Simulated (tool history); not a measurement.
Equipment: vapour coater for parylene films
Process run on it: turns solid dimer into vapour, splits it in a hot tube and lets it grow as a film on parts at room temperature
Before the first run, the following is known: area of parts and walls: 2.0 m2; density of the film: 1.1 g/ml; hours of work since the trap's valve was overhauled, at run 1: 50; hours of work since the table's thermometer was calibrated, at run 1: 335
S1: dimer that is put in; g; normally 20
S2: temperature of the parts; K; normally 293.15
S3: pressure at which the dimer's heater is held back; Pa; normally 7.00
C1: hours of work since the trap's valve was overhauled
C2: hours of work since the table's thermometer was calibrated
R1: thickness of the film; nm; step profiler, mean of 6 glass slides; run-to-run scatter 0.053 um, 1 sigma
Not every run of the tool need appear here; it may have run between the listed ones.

run     day  S1      S2    S3   C1    C2    R1
  1   0.000  20  293.15  7.00   50   335  5870
  2   1.804  20  293.15  7.00   77   362  5800
  3   4.788  20  304.15  7.00  122   407  3560
  4   7.292  20  304.15  2.52  161   445  3890
  5  10.438  20  293.15  7.00  208   493  5680
  6  12.304  20  293.15  7.00  237   522  5710
     12.621  -- trap's valve overhauled
  7  15.296  11  293.15  7.00   41   565  3070
  8  18.408  11  293.15  7.00   88   612  3030
  9  20.383  20  293.15  7.00  118   642  5370
     20.800  -- trap's valve overhauled, once more
 10  22.196  20  293.15  7.00   21   667  5820
 11  24.354  20  293.15  9.81   54   700  5550
 12  26.858  20  293.15  9.81   92   738  5460
 13  29.612  30  293.15  7.00  134   780  8510
 14  32.029  22  293.15  7.00  171   816  6200
 15  34.933   8  293.15  7.00  215   861  2240
     36.821  -- trap's valve overhauled
 16  38.508   8  293.15  7.00   26   912  2310
 17  41.812  20  297.15  3.93   76   963  5020
 18  44.638  20  291.15  2.03  119  1006  7000
     47.188  -- table's thermometer calibrated
 19  47.879  20  291.15  2.03  167    11  7400
 20  49.738  20  291.15  2.03  196    39  7350
     52.775  -- trap's valve overhauled
 21  52.929  13  291.15  2.03    2    85  4890

Alternative continuations, all from the tool just after run 21; predict every row:
  A  54.812  11  291.15  3.93  31  113   ?
  B  54.812  23  293.15  7.00  31  113   ?
  C  54.812  16  293.15  8.53  31  113   ?
  D  54.812  15  295.15  4.23  31  113   ?

run    R1
  A  3870
  B  6990
  C  4650
  D  4320
Stripped of hidden state, with their random variation kept, the same runs would have yielded:
run    R1
  A  3920
  B  7080
  C  4710
  D  4380
